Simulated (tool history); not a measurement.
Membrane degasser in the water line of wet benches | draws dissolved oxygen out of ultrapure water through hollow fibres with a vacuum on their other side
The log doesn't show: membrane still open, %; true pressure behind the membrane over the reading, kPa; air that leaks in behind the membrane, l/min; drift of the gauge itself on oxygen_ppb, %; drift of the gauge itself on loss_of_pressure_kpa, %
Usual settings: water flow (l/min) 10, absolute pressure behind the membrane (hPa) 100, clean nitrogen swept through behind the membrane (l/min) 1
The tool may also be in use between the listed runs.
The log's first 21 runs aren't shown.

run     day  water flow (l/min)  absolute pressure behind the membrane (hPa)  clean nitrogen swept through behind the membrane (l/min)  hours since the membrane was changed  hours since the vacuum gauge was calibrated  hours since the vacuum lines were made tight  dissolved oxygen in the water behind the degasser (ppb)  pressure that the water loses in the fibres (hPa)
 22  28.779                   8                                          106                                                         1                                  1081                                         2578                                          2314                                                    154.9                                              464.4
 23  29.571                  14                                          138                                                      0.41                                  1100                                         2597                                          2333                                                      876                                              815.7
 24  31.408                  12                                          100                                                         1                                  1144                                         2641                                          2377                                                    302.1                                              697.3
 25  32.388                  11                                          238                                                      0.56                                  1168                                         2664                                          2400                                                    895.7                                              644.9
 26  33.642                  11                                          238                                                      0.56                                  1198                                         2694                                          2431                                                    899.5                                              642.7
      34.05  -- gauge calibrated
 27  34.588                   7                                           65                                                      1.08                                  1221                                         2717                                          2453                                                     59.6                                              396.6
 28  35.567                  14                                          153                                                      1.19                                  1244                                         2741                                          2477                                                    503.6                                              797.8
 29  37.129                   7                                          100                                                         1                                  1282                                         2778                                          2514                                                    124.5                                                401
 30  39.012                   7                                          100                                                      0.77                                  1327                                         2823                                          2559                                                    152.6                                              399.1
 31  40.021                   7                                          100                                                      0.77                                  1351                                         2847                                          2584                                                    154.8                                              402.8
 32  41.375                   7                                          100                                                      0.77                                  1383                                         2880                                          2616                                                    152.5                                              400.8

Forecast each of these 3 alternatives for the next run:
  A  42.954                   9                                          248                                                      0.75                                  1421                                         2918                                          2654                                                        ?                                                  ?
  B  42.954                   6                                          247                                                         1                                  1421                                         2918                                          2654                                                        ?                                                  ?
  C  42.954                  10                                          129                                                         1                                  1421                                         2918                                          2654                                                        ?                                                  ?

run  dissolved oxygen in the water behind the degasser (ppb)  pressure that the water loses in the fibres (hPa)
  A                                                    597.8                                              514.3
  B                                                      311                                              340.7
  C                                                    274.3                                              572.5
Without the tool's hidden state the same runs would have given:
run  dissolved oxygen in the water behind the degasser (ppb)  pressure that the water loses in the fibres (hPa)
  A                                                    597.5                                              510.6
  B                                                    310.8                                              338.2
  C                                                    274.1                                              568.4
